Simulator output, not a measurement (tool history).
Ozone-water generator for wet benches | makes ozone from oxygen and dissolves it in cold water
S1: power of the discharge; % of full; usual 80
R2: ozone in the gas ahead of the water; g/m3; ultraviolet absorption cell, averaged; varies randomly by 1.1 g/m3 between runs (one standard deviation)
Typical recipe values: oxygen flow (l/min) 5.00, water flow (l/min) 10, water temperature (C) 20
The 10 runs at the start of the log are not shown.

{"run": 11, "day": 39.525, "S1": 80, "oxygen flow (l/min)": 7.35, "water flow (l/min)": 10, "water temperature (C)": 20, "dissolved ozone (ppm)": 23.8, "R2": 164.0}
{"run": 12, "day": 44.792, "S1": 52, "oxygen flow (l/min)": 7.35, "water flow (l/min)": 10, "water temperature (C)": 20, "dissolved ozone (ppm)": 19.2, "R2": 130.5}
{"run": 13, "day": 48.758, "S1": 52, "oxygen flow (l/min)": 7.35, "water flow (l/min)": 10, "water temperature (C)": 20, "dissolved ozone (ppm)": 18.7, "R2": 128.8}
{"run": 14, "day": 53.858, "S1": 52, "oxygen flow (l/min)": 7.35, "water flow (l/min)": 10, "water temperature (C)": 20, "dissolved ozone (ppm)": 18.9, "R2": 129.4}
{"run": 15, "day": 57.517, "S1": 52, "oxygen flow (l/min)": 7.35, "water flow (l/min)": 10, "water temperature (C)": 20, "dissolved ozone (ppm)": 18.7, "R2": 129.7}
{"day": 58.183, "done": "contactor cleaned"}
{"run": 16, "day": 61.8, "S1": 52, "oxygen flow (l/min)": 7.35, "water flow (l/min)": 10, "water temperature (C)": 20, "dissolved ozone (ppm)": 18.8, "R2": 128.3}
{"run": 17, "day": 64.771, "S1": 56, "oxygen flow (l/min)": 5.0, "water flow (l/min)": 10, "water temperature (C)": 20, "dissolved ozone (ppm)": 18.9, "R2": 150.3}
{"run": 18, "day": 67.208, "S1": 88, "oxygen flow (l/min)": 4.67, "water flow (l/min)": 10, "water temperature (C)": 20, "dissolved ozone (ppm)": 23.8, "R2": 196.2}
{"run": 19, "day": 72.521, "S1": 88, "oxygen flow (l/min)": 3.4, "water flow (l/min)": 10, "water temperature (C)": 20, "dissolved ozone (ppm)": 22.7, "R2": 213.4}
{"day": 74.188, "done": "contactor cleaned, once more"}
{"run": 20, "day": 78.058, "S1": 88, "oxygen flow (l/min)": 5.73, "water flow (l/min)": 6, "water temperature (C)": 20, "dissolved ozone (ppm)": 32.7, "R2": 179.1}
{"run": 21, "day": 80.808, "S1": 80, "oxygen flow (l/min)": 2.69, "water flow (l/min)": 12, "water temperature (C)": 20, "dissolved ozone (ppm)": 18.2, "R2": 217.4}
{"run": 22, "day": 85.733, "S1": 73, "oxygen flow (l/min)": 4.46, "water flow (l/min)": 9, "water temperature (C)": 20, "dissolved ozone (ppm)": 23.7, "R2": 177.1}
{"run": 23, "day": 91.038, "S1": 45, "oxygen flow (l/min)": 3.26, "water flow (l/min)": 10, "water temperature (C)": 12, "dissolved ozone (ppm)": 18.4, "R2": 150.7}
{"run": 24, "day": 94.75, "S1": 45, "oxygen flow (l/min)": 3.26, "water flow (l/min)": 10, "water temperature (C)": 12, "dissolved ozone (ppm)": 18.8, "R2": 152.8}
{"run": 25, "day": 98.404, "S1": 66, "oxygen flow (l/min)": 5.34, "water flow (l/min)": 10, "water temperature (C)": 12, "dissolved ozone (ppm)": 24.7, "R2": 158.6}
{"run": 26, "day": 101.3, "S1": 66, "oxygen flow (l/min)": 5.34, "water flow (l/min)": 10, "water temperature (C)": 12, "dissolved ozone (ppm)": 24.7, "R2": 159.2}
{"run": 27, "day": 103.771, "S1": 66, "oxygen flow (l/min)": 5.34, "water flow (l/min)": 10, "water temperature (C)": 12, "dissolved ozone (ppm)": 24.5, "R2": 157.7}
{"run": 28, "day": 108.262, "S1": 48, "oxygen flow (l/min)": 5.34, "water flow (l/min)": 14, "water temperature (C)": 12, "dissolved ozone (ppm)": 16.2, "R2": 134.6}
{"run": 29, "day": 111.058, "S1": 50, "oxygen flow (l/min)": 5.0, "water flow (l/min)": 10, "water temperature (C)": 20, "dissolved ozone (ppm)": 18.0, "R2": 139.4}
{"run": 30, "day": 114.796, "S1": 80, "oxygen flow (l/min)": 6.55, "water flow (l/min)": 14, "water temperature (C)": 22, "dissolved ozone (ppm)": 17.7, "R2": 161.7}
{"run": 31, "day": 117.929, "S1": 45, "oxygen flow (l/min)": 5.0, "water flow (l/min)": 9, "water temperature (C)": 20, "dissolved ozone (ppm)": 18.3, "R2": 133.1}
{"run": 32, "day": 121.208, "S1": 45, "oxygen flow (l/min)": 2.74, "water flow (l/min)": 8, "water temperature (C)": 18, "dissolved ozone (ppm)": 19.1, "R2": 157.5}
{"run": 33, "day": 124.417, "S1": 70, "oxygen flow (l/min)": 6.0, "water flow (l/min)": 13, "water temperature (C)": 20, "dissolved ozone (ppm)": 18.2, "R2": 154.6}

Each row is a separate what-if for the run after 33, all from the same tool condition, not one after another. Results?
{"run": "A", "day": 129.779, "S1": 76, "oxygen flow (l/min)": 5.0, "water flow (l/min)": 10, "water temperature (C)": 20, "dissolved ozone (ppm)": "?", "R2": "?"}
{"run": "B", "day": 129.779, "S1": 60, "oxygen flow (l/min)": 6.0, "water flow (l/min)": 13, "water temperature (C)": 20, "dissolved ozone (ppm)": "?", "R2": "?"}
{"run": "C", "day": 129.779, "S1": 70, "oxygen flow (l/min)": 4.72, "water flow (l/min)": 8, "water temperature (C)": 20, "dissolved ozone (ppm)": "?", "R2": "?"}
{"run": "D", "day": 129.779, "S1": 55, "oxygen flow (l/min)": 6.44, "water flow (l/min)": 13, "water temperature (C)": 16, "dissolved ozone (ppm)": "?", "R2": "?"}

run=A dissolved_ozone_(ppm)=21.8 R2=172.7
run=B dissolved_ozone_(ppm)=16.4 R2=142.9
run=C dissolved_ozone_(ppm)=23.9 R2=167.0
run=D dissolved_ozone_(ppm)=17.2 R2=134.4
Without the tool's hidden state the same runs would have given:
run=A dissolved_ozone_(ppm)=24.0 R2=187.8
run=B dissolved_ozone_(ppm)=17.9 R2=154.0
run=C dissolved_ozone_(ppm)=26.2 R2=180.9
run=D dissolved_ozone_(ppm)=18.7 R2=144.2
